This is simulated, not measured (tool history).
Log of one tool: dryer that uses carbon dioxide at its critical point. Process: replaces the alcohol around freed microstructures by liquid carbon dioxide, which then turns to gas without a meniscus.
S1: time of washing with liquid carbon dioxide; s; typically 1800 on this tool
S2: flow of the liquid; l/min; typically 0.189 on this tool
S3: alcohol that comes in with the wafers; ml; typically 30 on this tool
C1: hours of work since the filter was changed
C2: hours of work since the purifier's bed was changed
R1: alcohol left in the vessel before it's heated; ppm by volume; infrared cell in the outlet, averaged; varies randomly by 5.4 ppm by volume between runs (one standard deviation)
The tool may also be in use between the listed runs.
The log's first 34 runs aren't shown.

Run 35, day 43.421: usual settings but S1 2460 s, S3 42 ml; C1 155; C2 789. Result: R1 172 ppm by volume.
Run 36, day 44.746: usual settings but S1 2460 s, S3 42 ml; C1 179; C2 813. Result: R1 175 ppm by volume.
Run 37, day 45.879: usual settings but S1 2280 s, S2 0.117 l/min, S3 86 ml; C1 199; C2 833. Result: R1 2208 ppm by volume.
At day 46.608: purifier's bed changed.
Run 38, day 46.783: usual settings but S1 2280 s, S2 0.117 l/min, S3 86 ml; C1 213; C2 3. Result: R1 2156 ppm by volume.
Run 39, day 48.154: usual settings but S1 2280 s, S2 0.117 l/min, S3 86 ml; C1 237; C2 28. Result: R1 2234 ppm by volume.
At day 49.1: inlet filter changed.
Run 40, day 49.129: usual settings but S1 2280 s, S2 0.117 l/min, S3 86 ml; C1 1; C2 44. Result: R1 1443 ppm by volume.
Run 41, day 49.971: usual settings but S2 0.3 l/min, S3 25 ml; C1 16; C2 59. Result: R1 22 ppm by volume.
Run 42, day 50.967: usual settings but S1 1140 s; C1 33; C2 77. Result: R1 1070 ppm by volume.
Run 43, day 52.529: usual settings but S1 1140 s, S2 0.143 l/min, S3 39 ml; C1 61; C2 105. Result: R1 3312 ppm by volume.
Run 44, day 53.908: usual settings but S1 2640 s, S2 0.259 l/min, S3 20 ml; C1 86; C2 130. Result: R1 19 ppm by volume.
Run 45, day 54.812: usual settings but S1 1320 s, S2 0.229 l/min, S3 90 ml; C1 102; C2 146. Result: R1 986 ppm by volume.
Run 46, day 56.388: usual settings but S2 0.248 l/min; C1 130; C2 174. Result: R1 64 ppm by volume.
Run 47, day 58.092: usual settings but S2 0.317 l/min; C1 161; C2 205. Result: R1 35 ppm by volume.

4 ways to go on from here, each from the tool as it stands after run 47. What would each give?
Run A, day 59.55: usual settings but S2 0.121 l/min, S3 53 ml; C1 187; C2 231. Result: R1 ?.
Run B, day 59.55: usual settings but S1 1200 s, S3 24 ml; C1 187; C2 231. Result: R1 ?.
Run C, day 59.55: usual settings but S1 1080 s; C1 187; C2 231. Result: R1 ?.
Run D, day 59.55: usual settings but S1 2160 s, S2 0.123 l/min; C1 187; C2 231. Result: R1 ?.

run    R1
  A  2500
  B   961
  C  1634
  D   760
The same runs, with their run-to-run variation unchanged, on a tool lacking any hidden condition would have given:
run    R1
  A  1789
  B   661
  C  1179
  D   492
